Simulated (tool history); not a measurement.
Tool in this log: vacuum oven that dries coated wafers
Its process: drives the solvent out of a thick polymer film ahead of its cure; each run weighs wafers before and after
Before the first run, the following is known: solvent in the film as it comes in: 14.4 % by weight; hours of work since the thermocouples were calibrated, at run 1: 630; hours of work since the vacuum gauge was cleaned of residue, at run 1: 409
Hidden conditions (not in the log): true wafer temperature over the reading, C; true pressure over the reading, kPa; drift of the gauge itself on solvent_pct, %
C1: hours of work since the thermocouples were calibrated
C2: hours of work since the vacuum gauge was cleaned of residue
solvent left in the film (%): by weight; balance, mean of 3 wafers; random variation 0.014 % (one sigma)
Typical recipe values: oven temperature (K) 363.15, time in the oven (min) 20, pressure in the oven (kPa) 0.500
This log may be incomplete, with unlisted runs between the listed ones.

{"run": 1, "hour": 0.0, "oven temperature (K)": 363.15, "time in the oven (min)": 20, "pressure in the oven (kPa)": 0.5, "C1": 630, "C2": 409, "solvent left in the film (%)": 1.13}
{"run": 2, "hour": 33.9, "oven temperature (K)": 363.15, "time in the oven (min)": 20, "pressure in the oven (kPa)": 0.5, "C1": 643, "C2": 423, "solvent left in the film (%)": 1.14}
{"run": 3, "hour": 63.1, "oven temperature (K)": 363.15, "time in the oven (min)": 20, "pressure in the oven (kPa)": 0.5, "C1": 655, "C2": 435, "solvent left in the film (%)": 1.11}
{"run": 4, "hour": 78.2, "oven temperature (K)": 363.15, "time in the oven (min)": 30, "pressure in the oven (kPa)": 0.5, "C1": 662, "C2": 441, "solvent left in the film (%)": 0.76}
{"run": 5, "hour": 110.5, "oven temperature (K)": 367.15, "time in the oven (min)": 20, "pressure in the oven (kPa)": 0.5, "C1": 675, "C2": 454, "solvent left in the film (%)": 0.77}
{"run": 6, "hour": 137.9, "oven temperature (K)": 367.15, "time in the oven (min)": 20, "pressure in the oven (kPa)": 0.5, "C1": 686, "C2": 465, "solvent left in the film (%)": 0.79}
{"run": 7, "hour": 172.5, "oven temperature (K)": 367.15, "time in the oven (min)": 20, "pressure in the oven (kPa)": 0.5, "C1": 700, "C2": 480, "solvent left in the film (%)": 0.76}
{"run": 8, "hour": 197.2, "oven temperature (K)": 359.15, "time in the oven (min)": 20, "pressure in the oven (kPa)": 0.5, "C1": 710, "C2": 490, "solvent left in the film (%)": 1.68}
{"run": 9, "hour": 216.5, "oven temperature (K)": 363.15, "time in the oven (min)": 28, "pressure in the oven (kPa)": 0.5, "C1": 718, "C2": 498, "solvent left in the film (%)": 0.79}
{"run": 10, "hour": 235.7, "oven temperature (K)": 363.15, "time in the oven (min)": 28, "pressure in the oven (kPa)": 0.5, "C1": 726, "C2": 505, "solvent left in the film (%)": 0.8}
{"run": 11, "hour": 264.7, "oven temperature (K)": 363.15, "time in the oven (min)": 28, "pressure in the oven (kPa)": 0.5, "C1": 738, "C2": 517, "solvent left in the film (%)": 0.79}
{"run": 12, "hour": 281.3, "oven temperature (K)": 363.15, "time in the oven (min)": 28, "pressure in the oven (kPa)": 0.5, "C1": 745, "C2": 524, "solvent left in the film (%)": 0.83}
{"run": 13, "hour": 316.4, "oven temperature (K)": 373.15, "time in the oven (min)": 28, "pressure in the oven (kPa)": 0.5, "C1": 759, "C2": 538, "solvent left in the film (%)": 0.47}
{"run": 14, "hour": 331.5, "oven temperature (K)": 363.15, "time in the oven (min)": 20, "pressure in the oven (kPa)": 0.348, "C1": 765, "C2": 545, "solvent left in the film (%)": 0.98}
{"run": 15, "hour": 354.5, "oven temperature (K)": 363.15, "time in the oven (min)": 12, "pressure in the oven (kPa)": 0.5, "C1": 775, "C2": 554, "solvent left in the film (%)": 2.28}
{"run": 16, "hour": 379.5, "oven temperature (K)": 363.15, "time in the oven (min)": 12, "pressure in the oven (kPa)": 0.5, "C1": 785, "C2": 564, "solvent left in the film (%)": 2.26}
{"hour": 384.3, "done": "oven's thermocouples calibrated"}
{"run": 17, "hour": 406.6, "oven temperature (K)": 363.15, "time in the oven (min)": 20, "pressure in the oven (kPa)": 0.5, "C1": 9, "C2": 575, "solvent left in the film (%)": 1.04}
{"run": 18, "hour": 438.3, "oven temperature (K)": 363.15, "time in the oven (min)": 20, "pressure in the oven (kPa)": 0.5, "C1": 22, "C2": 588, "solvent left in the film (%)": 1.06}
{"hour": 468.2, "done": "oven's thermocouples calibrated, once more"}
{"run": 19, "hour": 472.5, "oven temperature (K)": 363.15, "time in the oven (min)": 20, "pressure in the oven (kPa)": 0.5, "C1": 2, "C2": 601, "solvent left in the film (%)": 1.43}
{"run": 20, "hour": 488.0, "oven temperature (K)": 363.15, "time in the oven (min)": 20, "pressure in the oven (kPa)": 1.643, "C1": 8, "C2": 607, "solvent left in the film (%)": 2.74}
{"run": 21, "hour": 511.5, "oven temperature (K)": 363.15, "time in the oven (min)": 20, "pressure in the oven (kPa)": 1.643, "C1": 18, "C2": 617, "solvent left in the film (%)": 2.75}
{"run": 22, "hour": 528.1, "oven temperature (K)": 363.15, "time in the oven (min)": 20, "pressure in the oven (kPa)": 1.643, "C1": 25, "C2": 623, "solvent left in the film (%)": 2.74}
{"run": 23, "hour": 552.0, "oven temperature (K)": 363.15, "time in the oven (min)": 20, "pressure in the oven (kPa)": 1.643, "C1": 34, "C2": 633, "solvent left in the film (%)": 2.78}
{"run": 24, "hour": 569.4, "oven temperature (K)": 363.15, "time in the oven (min)": 20, "pressure in the oven (kPa)": 1.086, "C1": 41, "C2": 640, "solvent left in the film (%)": 2.11}
{"run": 25, "hour": 597.3, "oven temperature (K)": 370.15, "time in the oven (min)": 13, "pressure in the oven (kPa)": 0.256, "C1": 53, "C2": 652, "solvent left in the film (%)": 1.07}
{"run": 26, "hour": 612.3, "oven temperature (K)": 354.15, "time in the oven (min)": 17, "pressure in the oven (kPa)": 0.429, "C1": 59, "C2": 658, "solvent left in the film (%)": 3.78}
{"run": 27, "hour": 638.6, "oven temperature (K)": 356.15, "time in the oven (min)": 26, "pressure in the oven (kPa)": 0.864, "C1": 70, "C2": 669, "solvent left in the film (%)": 2.59}
{"run": 28, "hour": 672.0, "oven temperature (K)": 363.15, "time in the oven (min)": 22, "pressure in the oven (kPa)": 0.283, "C1": 83, "C2": 682, "solvent left in the film (%)": 1.0}
{"run": 29, "hour": 698.7, "oven temperature (K)": 363.15, "time in the oven (min)": 22, "pressure in the oven (kPa)": 0.283, "C1": 94, "C2": 693, "solvent left in the film (%)": 1.04}
{"run": 30, "hour": 728.2, "oven temperature (K)": 356.15, "time in the oven (min)": 20, "pressure in the oven (kPa)": 0.274, "C1": 106, "C2": 705, "solvent left in the film (%)": 2.45}
{"run": 31, "hour": 753.5, "oven temperature (K)": 351.15, "time in the oven (min)": 20, "pressure in the oven (kPa)": 1.058, "C1": 117, "C2": 716, "solvent left in the film (%)": 4.93}
{"run": 32, "hour": 779.2, "oven temperature (K)": 377.15, "time in the oven (min)": 20, "pressure in the oven (kPa)": 0.5, "C1": 127, "C2": 726, "solvent left in the film (%)": 0.5}
{"run": 33, "hour": 796.5, "oven temperature (K)": 377.15, "time in the oven (min)": 20, "pressure in the oven (kPa)": 0.5, "C1": 134, "C2": 733, "solvent left in the film (%)": 0.49}
{"run": 34, "hour": 815.7, "oven temperature (K)": 370.15, "time in the oven (min)": 22, "pressure in the oven (kPa)": 1.596, "C1": 142, "C2": 741, "solvent left in the film (%)": 1.71}
{"run": 35, "hour": 846.1, "oven temperature (K)": 372.15, "time in the oven (min)": 12, "pressure in the oven (kPa)": 0.975, "C1": 155, "C2": 754, "solvent left in the film (%)": 1.55}
{"run": 36, "hour": 862.1, "oven temperature (K)": 363.15, "time in the oven (min)": 20, "pressure in the oven (kPa)": 0.297, "C1": 161, "C2": 760, "solvent left in the film (%)": 1.19}
{"run": 37, "hour": 882.6, "oven temperature (K)": 353.15, "time in the oven (min)": 20, "pressure in the oven (kPa)": 1.615, "C1": 170, "C2": 768, "solvent left in the film (%)": 5.13}
{"run": 38, "hour": 898.4, "oven temperature (K)": 353.15, "time in the oven (min)": 20, "pressure in the oven (kPa)": 1.615, "C1": 176, "C2": 775, "solvent left in the film (%)": 5.1}
{"run": 39, "hour": 927.5, "oven temperature (K)": 353.15, "time in the oven (min)": 35, "pressure in the oven (kPa)": 1.074, "C1": 188, "C2": 787, "solvent left in the film (%)": 2.9}
{"run": 40, "hour": 961.6, "oven temperature (K)": 362.15, "time in the oven (min)": 20, "pressure in the oven (kPa)": 0.284, "C1": 202, "C2": 801, "solvent left in the film (%)": 1.33}
{"run": 41, "hour": 990.1, "oven temperature (K)": 362.15, "time in the oven (min)": 20, "pressure in the oven (kPa)": 0.284, "C1": 214, "C2": 812, "solvent left in the film (%)": 1.33}
{"run": 42, "hour": 1010.4, "oven temperature (K)": 363.15, "time in the oven (min)": 20, "pressure in the oven (kPa)": 0.714, "C1": 222, "C2": 821, "solvent left in the film (%)": 1.68}
{"run": 43, "hour": 1029.0, "oven temperature (K)": 358.15, "time in the oven (min)": 29, "pressure in the oven (kPa)": 1.271, "C1": 229, "C2": 828, "solvent left in the film (%)": 2.58}
{"run": 44, "hour": 1060.3, "oven temperature (K)": 358.15, "time in the oven (min)": 29, "pressure in the oven (kPa)": 1.271, "C1": 242, "C2": 841, "solvent left in the film (%)": 2.58}
{"run": 45, "hour": 1089.3, "oven temperature (K)": 377.15, "time in the oven (min)": 28, "pressure in the oven (kPa)": 0.982, "C1": 254, "C2": 853, "solvent left in the film (%)": 0.83}
{"run": 46, "hour": 1119.1, "oven temperature (K)": 355.15, "time in the oven (min)": 29, "pressure in the oven (kPa)": 1.153, "C1": 266, "C2": 865, "solvent left in the film (%)": 2.99}

Branching from run 46: 4 alternative next runs. What would each branch give?
{"run": "A", "hour": 1140.5, "oven temperature (K)": 365.15, "time in the oven (min)": 30, "pressure in the oven (kPa)": 1.898, "C1": 275, "C2": 874, "solvent left in the film (%)": "?"}
{"run": "B", "hour": 1140.5, "oven temperature (K)": 363.15, "time in the oven (min)": 20, "pressure in the oven (kPa)": 0.652, "C1": 275, "C2": 874, "solvent left in the film (%)": "?"}
{"run": "C", "hour": 1140.5, "oven temperature (K)": 360.15, "time in the oven (min)": 26, "pressure in the oven (kPa)": 0.836, "C1": 275, "C2": 874, "solvent left in the film (%)": "?"}
{"run": "D", "hour": 1140.5, "oven temperature (K)": 360.15, "time in the oven (min)": 24, "pressure in the oven (kPa)": 0.326, "C1": 275, "C2": 874, "solvent left in the film (%)": "?"}

run=A solvent_left_in_the_film_(%)=2.37
run=B solvent_left_in_the_film_(%)=1.59
run=C solvent_left_in_the_film_(%)=1.84
run=D solvent_left_in_the_film_(%)=1.33
Had the tool no hidden state, the same runs would have come out as:
run=A solvent_left_in_the_film_(%)=2.20
run=B solvent_left_in_the_film_(%)=1.44
run=C solvent_left_in_the_film_(%)=1.66
run=D solvent_left_in_the_film_(%)=1.14
